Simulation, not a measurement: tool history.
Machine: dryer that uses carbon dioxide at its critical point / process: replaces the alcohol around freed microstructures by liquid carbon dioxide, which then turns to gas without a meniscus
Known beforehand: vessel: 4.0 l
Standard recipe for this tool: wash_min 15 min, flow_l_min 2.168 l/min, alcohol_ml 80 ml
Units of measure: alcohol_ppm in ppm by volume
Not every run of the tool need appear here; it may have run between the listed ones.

| run | day | wash_min | flow_l_min | alcohol_ml | alcohol_ppm |
|---|---|---|---|---|---|
| 1 | 0.000 | 15 | 2.168 | 80 | 53 |
| 2 | 0.596 | 15 | 2.168 | 80 | 52 |
| 3 | 1.242 | 21 | 2.168 | 80 | 37 |
| 4 | 1.792 | 18 | 2.168 | 80 | 43 |
| 5 | 2.204 | 18 | 2.168 | 109 | 40 |
| 6 | 3.004 | 15 | 1.430 | 80 | 251 |
| 7 | 3.854 | 15 | 1.430 | 80 | 258 |
| 8 | 4.667 | 15 | 1.430 | 80 | 262 |
| 9 | 5.208 | 15 | 1.430 | 80 | 274 |
| 10 | 5.821 | 15 | 1.430 | 80 | 277 |
| 11 | 6.233 | 15 | 2.168 | 80 | 76 |
| 12 | 6.758 | 15 | 3.450 | 80 | 59 |
| 13 | 7.133 | 15 | 2.168 | 80 | 73 |
| 14 | 7.571 | 15 | 2.168 | 80 | 81 |
| 15 | 7.933 | 15 | 2.168 | 80 | 88 |
| 16 | 8.417 | 15 | 2.168 | 80 | 88 |
| 17 | 9.188 | 15 | 2.168 | 80 | 89 |
| 18 | 9.617 | 15 | 2.168 | 80 | 89 |
| 19 | 10.312 | 15 | 2.168 | 80 | 88 |
| 20 | 11.129 | 15 | 2.168 | 80 | 100 |
| 21 | 11.929 | 15 | 2.168 | 80 | 96 |
| 22 | 12.367 | 12 | 1.330 | 80 | 833 |
| 23 | 12.875 | 15 | 2.168 | 75 | 101 |
| 24 | 13.517 | 15 | 1.890 | 80 | 129 |
| 25 | 14.267 | 17 | 1.890 | 58 | 92 |
| 26 | 14.667 | 10 | 2.168 | 35 | 187 |
| 27 | 15.162 | 21 | 2.168 | 80 | 84 |
| 28 | 15.604 | 21 | 2.150 | 80 | 82 |
| 29 | 16.242 | 21 | 2.150 | 80 | 89 |
|  | 17.042 | inlet filter changed |
| 30 | 17.129 | 14 | 2.150 | 65 | 114 |
| 31 | 17.888 | 14 | 2.150 | 65 | 122 |
| 32 | 18.292 | 23 | 3.280 | 80 | 96 |
| 33 | 18.700 | 15 | 3.280 | 112 | 98 |
| 34 | 19.258 | 16 | 3.280 | 112 | 109 |
| 35 | 20.067 | 16 | 3.280 | 112 | 106 |
| 36 | 20.779 | 16 | 3.270 | 112 | 101 |
| 37 | 21.429 | 22 | 3.040 | 58 | 100 |
| 38 | 21.942 | 14 | 3.150 | 30 | 106 |
| 39 | 22.625 | 17 | 2.168 | 33 | 107 |
| 40 | 23.279 | 17 | 2.168 | 33 | 111 |
| 41 | 23.654 | 10 | 2.350 | 37 | 181 |
| 42 | 24.304 | 17 | 2.210 | 42 | 112 |

Consider 3 possible next runs. They are alternatives, not a sequence: every one starts from the tool as it was left by run 42. What does each give?
| A | 25.167 | 20 | 1.700 | 42 | ? |
| B | 25.167 | 24 | 2.168 | 34 | ? |
| C | 25.167 | 17 | 2.910 | 42 | ? |

| run | alcohol_ppm |
|---|---|
| A | 121 |
| B | 121 |
| C | 114 |
Had the tool no hidden state, the same runs would have come out as:
| run | alcohol_ppm |
|---|---|
| A | 8 |
| B | 11 |
| C | 2 |
